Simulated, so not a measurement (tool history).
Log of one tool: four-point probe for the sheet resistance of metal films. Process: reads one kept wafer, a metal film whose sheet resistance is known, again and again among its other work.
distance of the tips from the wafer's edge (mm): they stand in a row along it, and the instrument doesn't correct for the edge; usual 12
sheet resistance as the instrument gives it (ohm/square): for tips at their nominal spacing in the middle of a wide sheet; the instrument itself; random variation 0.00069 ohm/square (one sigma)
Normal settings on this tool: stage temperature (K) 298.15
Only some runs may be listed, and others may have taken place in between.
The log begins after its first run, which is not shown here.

run	hour	stage temperature (K)	distance of the tips from the wafer's edge (mm)	sheet resistance as the instrument gives it (ohm/square)
2	15.8	298.15	45	3.473596
3	32.5	298.15	45	3.472491
4	41.1	298.15	45	3.471969
5	53.6	298.15	45	3.472341
6	64.7	298.15	45	3.471529
7	80.1	298.15	45	3.473102
8	96.1	298.15	12	3.477547
9	111.1	306.15	12	3.46437
10	128.6	294.15	12	3.484566
11	140.5	298.15	12	3.478296
12	153.4	305.15	12	3.463893
13	161.2	298.15	12	3.476726
14	171.9	298.15	12	3.477219
15	182	300.15	12	3.473029
16	192.1	306.15	23	3.4596
17	199.9	292.15	48	3.482601
18	214.7	292.15	48	3.483773
19	231.2	307.15	4	3.502545
20	248.1	307.15	4	3.502043
21	259.2	306.15	4	3.503562
22	266.8	306.15	4	3.504048

Estimate the outcome of run 23 from the log above:
23	277.6	306.15	4	?

sheet resistance as the instrument gives it (ohm/square): 3.503244
If the tool had no hidden condition, the same run with the same run-to-run variation would have returned sheet resistance as the instrument gives it (ohm/square) 3.498335.

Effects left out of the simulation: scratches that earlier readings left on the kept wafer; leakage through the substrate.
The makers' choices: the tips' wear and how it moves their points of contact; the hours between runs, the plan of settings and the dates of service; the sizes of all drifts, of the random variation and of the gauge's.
